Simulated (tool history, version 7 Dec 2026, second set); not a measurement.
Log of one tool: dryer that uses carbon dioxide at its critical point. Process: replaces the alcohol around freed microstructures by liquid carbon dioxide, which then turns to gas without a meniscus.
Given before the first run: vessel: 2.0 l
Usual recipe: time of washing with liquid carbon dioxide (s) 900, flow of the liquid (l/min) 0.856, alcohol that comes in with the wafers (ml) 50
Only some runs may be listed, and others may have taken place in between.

| run | hour | time of washing with liquid carbon dioxide (s) | flow of the liquid (l/min) | alcohol that comes in with the wafers (ml) | alcohol left in the vessel before it's heated (ppm by volume) |
|---|---|---|---|---|---|
| 1 | 0.0 | 900 | 0.856 | 50 | 76 |
| 2 | 8.2 | 900 | 0.856 | 50 | 78 |
| 3 | 23.0 | 900 | 0.856 | 50 | 79 |
| 4 | 36.8 | 900 | 1.266 | 50 | 23 |
| 5 | 46.3 | 900 | 1.266 | 50 | 21 |
| 6 | 58.5 | 900 | 0.856 | 61 | 99 |
| 7 | 73.2 | 900 | 0.856 | 61 | 102 |
| 8 | 83.6 | 900 | 0.639 | 50 | 341 |
| 9 | 99.3 | 900 | 0.639 | 50 | 349 |
| 10 | 107.6 | 900 | 0.639 | 50 | 331 |
| 11 | 118.2 | 900 | 0.639 | 50 | 350 |
| 12 | 132.5 | 900 | 0.872 | 50 | 88 |
| 13 | 144.0 | 900 | 0.872 | 50 | 88 |
| 14 | 151.0 | 900 | 0.856 | 62 | 123 |
| 15 | 161.1 | 900 | 0.856 | 62 | 112 |
| 16 | 167.9 | 1140 | 0.856 | 50 | 54 |
| 17 | 177.0 | 1140 | 0.856 | 50 | 41 |
| 18 | 184.9 | 1140 | 0.856 | 50 | 55 |
| 19 | 193.3 | 1140 | 0.856 | 50 | 57 |
| 20 | 204.9 | 1140 | 0.856 | 50 | 57 |
| 21 | 215.3 | 1140 | 0.856 | 50 | 60 |
| 22 | 231.4 | 1140 | 0.856 | 50 | 55 |
| 23 | 245.1 | 1140 | 0.856 | 50 | 63 |
| 24 | 256.3 | 720 | 0.856 | 50 | 267 |
| 25 | 271.4 | 1080 | 0.773 | 50 | 99 |
| 26 | 283.5 | 540 | 1.218 | 53 | 214 |
| 27 | 295.5 | 780 | 0.823 | 50 | 248 |
| 28 | 309.7 | 1380 | 1.222 | 50 | 44 |

5 ways to go on from here, each from the tool as it stands after run 28. What would each give?
| A | 319.7 | 900 | 1.411 | 50 | ? |
| B | 319.7 | 900 | 0.677 | 50 | ? |
| C | 319.7 | 660 | 1.317 | 35 | ? |
| D | 319.7 | 1440 | 0.856 | 92 | ? |
| E | 319.7 | 1140 | 1.178 | 53 | ? |

| run | alcohol left in the vessel before it's heated (ppm by volume) |
|---|---|
| A | 61 |
| B | 317 |
| C | 78 |
| D | 64 |
| E | 48 |
Without the tool's unlogged condition, the same runs would have read:
| run | alcohol left in the vessel before it's heated (ppm by volume) |
|---|---|
| A | 13 |
| B | 214 |
| C | 25 |
| D | 16 |
| E | 2 |

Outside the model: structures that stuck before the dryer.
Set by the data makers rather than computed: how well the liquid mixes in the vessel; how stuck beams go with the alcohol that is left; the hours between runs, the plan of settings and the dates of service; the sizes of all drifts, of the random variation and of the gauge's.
